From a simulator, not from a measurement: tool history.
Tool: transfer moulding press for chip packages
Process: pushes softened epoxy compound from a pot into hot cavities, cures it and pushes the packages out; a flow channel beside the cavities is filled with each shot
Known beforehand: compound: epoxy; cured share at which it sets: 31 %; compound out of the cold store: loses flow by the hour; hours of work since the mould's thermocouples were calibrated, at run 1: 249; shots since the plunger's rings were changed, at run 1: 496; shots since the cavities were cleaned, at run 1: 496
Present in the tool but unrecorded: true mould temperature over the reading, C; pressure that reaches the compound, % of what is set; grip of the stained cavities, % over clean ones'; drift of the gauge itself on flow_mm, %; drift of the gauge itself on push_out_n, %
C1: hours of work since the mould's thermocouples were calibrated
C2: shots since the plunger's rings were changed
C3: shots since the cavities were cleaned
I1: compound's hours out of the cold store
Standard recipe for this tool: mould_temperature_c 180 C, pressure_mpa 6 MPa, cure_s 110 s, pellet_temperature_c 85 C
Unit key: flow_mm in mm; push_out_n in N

Run 1, hour 0: usual settings; C1 249; C2 496; C3 496; I1 8.4. Result: flow_mm 980 mm, push_out_n 719 N.
Run 2, hour 10.6: usual settings but pellet_temperature_c 80 C; C1 256; C2 593; C3 593; I1 36.7. Result: flow_mm 836 mm, push_out_n 679 N.
Run 3, hour 31.3: usual settings but mould_temperature_c 172 C, pellet_temperature_c 80 C; C1 268; C2 783; C3 783; I1 31.3. Result: flow_mm 882 mm, push_out_n 1207 N.
Run 4, hour 50.7: usual settings but mould_temperature_c 172 C, pellet_temperature_c 80 C; C1 279; C2 961; C3 961; I1 42.3. Result: flow_mm 814 mm, push_out_n 1141 N.
Run 5, hour 67.5: usual settings but mould_temperature_c 172 C, pellet_temperature_c 80 C; C1 289; C2 1115; C3 1115; I1 29.8. Result: flow_mm 882 mm, push_out_n 1139 N.
At hour 74.5: cavities cleaned with cleaning compound and waxed.
Run 6, hour 88.4: usual settings but mould_temperature_c 172 C, pellet_temperature_c 80 C; C1 300; C2 1293; C3 128; I1 43.6. Result: flow_mm 808 mm, push_out_n 824 N.
Run 7, hour 100.1: usual settings; C1 307; C2 1399; C3 234; I1 26.1. Result: flow_mm 868 mm, push_out_n 609 N.
Run 8, hour 121.1: usual settings; C1 319; C2 1592; C3 427; I1 10.8. Result: flow_mm 947 mm, push_out_n 697 N.
Run 9, hour 135.4: usual settings; C1 328; C2 1723; C3 558; I1 24.5. Result: flow_mm 879 mm, push_out_n 702 N.
Run 10, hour 144.5: usual settings but mould_temperature_c 186 C; C1 333; C2 1806; C3 641; I1 26.1. Result: flow_mm 850 mm, push_out_n 634 N.
Run 11, hour 162.9: usual settings but mould_temperature_c 186 C; C1 344; C2 1975; C3 810; I1 27.6. Result: flow_mm 838 mm, push_out_n 617 N.
Run 12, hour 175: usual settings but mould_temperature_c 186 C; C1 351; C2 2085; C3 920; I1 17.1. Result: flow_mm 898 mm, push_out_n 656 N.
Run 13, hour 187.8: usual settings; C1 358; C2 2202; C3 1037; I1 31.8. Result: flow_mm 833 mm, push_out_n 727 N.
Run 14, hour 198: usual settings; C1 364; C2 2296; C3 1131; I1 11.8. Result: flow_mm 940 mm, push_out_n 744 N.
At hour 202.8: cavities cleaned with cleaning compound and waxed.
Run 15, hour 220.6: usual settings but pressure_mpa 6.88 MPa; C1 377; C2 2490; C3 164; I1 23.1. Result: flow_mm 937 mm, push_out_n 557 N.
Run 16, hour 233: usual settings but pressure_mpa 6.88 MPa; C1 384; C2 2603; C3 277; I1 12.9. Result: flow_mm 993 mm, push_out_n 607 N.
Run 17, hour 249.1: usual settings but pressure_mpa 6.1 MPa, pellet_temperature_c 92 C; C1 394; C2 2751; C3 425; I1 17.7. Result: flow_mm 911 mm, push_out_n 649 N.
Run 18, hour 264.3: usual settings but mould_temperature_c 176 C, pellet_temperature_c 91 C; C1 402; C2 2890; C3 564; I1 34.6. Result: flow_mm 823 mm, push_out_n 823 N.
Run 19, hour 282.1: usual settings but mould_temperature_c 176 C, pellet_temperature_c 92 C; C1 413; C2 3053; C3 727; I1 13. Result: flow_mm 939 mm, push_out_n 916 N.
Run 20, hour 297.4: usual settings but mould_temperature_c 176 C, pellet_temperature_c 92 C; C1 422; C2 3193; C3 867; I1 40.8. Result: flow_mm 789 mm, push_out_n 855 N.
Run 21, hour 309.7: usual settings but mould_temperature_c 185 C, pressure_mpa 5.06 MPa, cure_s 143 s, pellet_temperature_c 84 C; C1 429; C2 3306; C3 980; I1 44.8. Result: flow_mm 691 mm, push_out_n 595 N.
Run 22, hour 320.8: usual settings but pressure_mpa 4.76 MPa, cure_s 101 s; C1 435; C2 3407; C3 1081; I1 21.3. Result: flow_mm 777 mm, push_out_n 834 N.
At hour 331.9: plunger's sealing rings changed.
At hour 333.4: cavities cleaned with cleaning compound and waxed.
Run 23, hour 335.1: usual settings but pressure_mpa 4.76 MPa, cure_s 101 s; C1 441; C2 16; C3 16; I1 38. Result: flow_mm 738 mm, push_out_n 502 N.
Run 24, hour 351: usual settings but mould_temperature_c 174 C, pellet_temperature_c 92 C; C1 451; C2 162; C3 162; I1 41.9. Result: flow_mm 829 mm, push_out_n 733 N.
Run 25, hour 367.6: usual settings but cure_s 136 s, pellet_temperature_c 91 C; C1 461; C2 313; C3 313; I1 12.8. Result: flow_mm 966 mm, push_out_n 559 N.
Run 26, hour 384.2: usual settings but pressure_mpa 5.41 MPa; C1 470; C2 465; C3 465; I1 29.1. Result: flow_mm 826 mm, push_out_n 661 N.
Run 27, hour 395.1: usual settings but mould_temperature_c 178 C, pressure_mpa 6.1 MPa; C1 477; C2 565; C3 565; I1 13.8. Result: flow_mm 961 mm, push_out_n 773 N.
Run 28, hour 414.7: usual settings but mould_temperature_c 178 C, pressure_mpa 6.82 MPa, cure_s 96 s; C1 488; C2 745; C3 745; I1 36.6. Result: flow_mm 891 mm, push_out_n 958 N.

Forecast each of these 4 alternatives for the next run:
Run A, hour 425.2: usual settings but mould_temperature_c 186 C, pressure_mpa 4.53 MPa, cure_s 101 s; C1 494; C2 841; C3 841; I1 35.9. Result: flow_mm ?, push_out_n ?.
Run B, hour 425.2: usual settings but mould_temperature_c 183 C, pressure_mpa 7.39 MPa, cure_s 104 s; C1 494; C2 841; C3 841; I1 29. Result: flow_mm ?, push_out_n ?.
Run C, hour 425.2: usual settings but mould_temperature_c 172 C, pressure_mpa 5.83 MPa, cure_s 119 s; C1 494; C2 841; C3 841; I1 36.7. Result: flow_mm ?, push_out_n ?.
Run D, hour 425.2: usual settings but mould_temperature_c 176 C, pressure_mpa 6.82 MPa, cure_s 113 s, pellet_temperature_c 90 C; C1 494; C2 841; C3 841; I1 38. Result: flow_mm ?, push_out_n ?.

run  flow_mm  push_out_n
  A      712         671
  B      961         679
  C      836         924
  D      889         810
The same runs, with their run-to-run variation unchanged, on a tool lacking any hidden condition would have given:
run  flow_mm  push_out_n
  A      721         408
  B      973         418
  C      847         587
  D      900         507

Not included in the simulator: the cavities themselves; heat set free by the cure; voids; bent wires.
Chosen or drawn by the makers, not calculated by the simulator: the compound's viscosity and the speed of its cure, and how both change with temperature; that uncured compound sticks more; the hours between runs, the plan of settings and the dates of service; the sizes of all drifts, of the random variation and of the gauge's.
